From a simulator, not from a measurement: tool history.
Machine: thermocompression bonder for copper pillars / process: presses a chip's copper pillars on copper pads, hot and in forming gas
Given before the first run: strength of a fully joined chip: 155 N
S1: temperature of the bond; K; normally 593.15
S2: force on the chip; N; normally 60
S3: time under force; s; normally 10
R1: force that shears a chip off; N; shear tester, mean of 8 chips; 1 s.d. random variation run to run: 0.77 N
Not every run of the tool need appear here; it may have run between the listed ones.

run 1 day=0 | S1=593.15 S2=60 S3=10 | R1=53.6
run 2 day=0.654 | S1=593.15 S2=60 S3=10 | R1=52.2
run 3 day=1.15 | S1=593.15 S2=60 S3=10 | R1=51.7
run 4 day=1.854 | S1=593.15 S2=60 S3=10 | R1=52.4
run 5 day=2.567 | S1=593.15 S2=60 S3=10 | R1=52
run 6 day=3.562 | S1=593.15 S2=60 S3=10 | R1=52
run 7 day=3.988 | S1=593.15 S2=60 S3=10 | R1=51.3
run 8 day=4.421 | S1=593.15 S2=46 S3=10 | R1=41.3
run 9 day=5.412 | S1=593.15 S2=45 S3=7 | R1=34.7
run 10 day=6.4 | S1=593.15 S2=45 S3=7 | R1=33.9
run 11 day=7.304 | S1=595.15 S2=49 S3=7 | R1=37.1
run 12 day=8.142 | S1=598.15 S2=67 S3=7 | R1=50.4
run 13 day=8.917 | S1=598.15 S2=67 S3=7 | R1=49.3
run 14 day=9.917 | S1=598.15 S2=67 S3=7 | R1=49.3
run 15 day=10.438 | S1=593.15 S2=37 S3=10 | R1=33

Here are 3 independent what-if runs from the current tool condition. What would each one return?
run A day=10.862 | S1=618.15 S2=50 S3=10 | R1=?
run B day=10.862 | S1=588.15 S2=60 S3=11 | R1=?
run C day=10.862 | S1=603.15 S2=59 S3=12 | R1=?

run=A R1=56.9
run=B R1=45.9
run=C R1=59
Take away the tool's hidden state, keep each run's random variation, and the runs would have read:
run=A R1=68.3
run=B R1=56.2
run=C R1=71
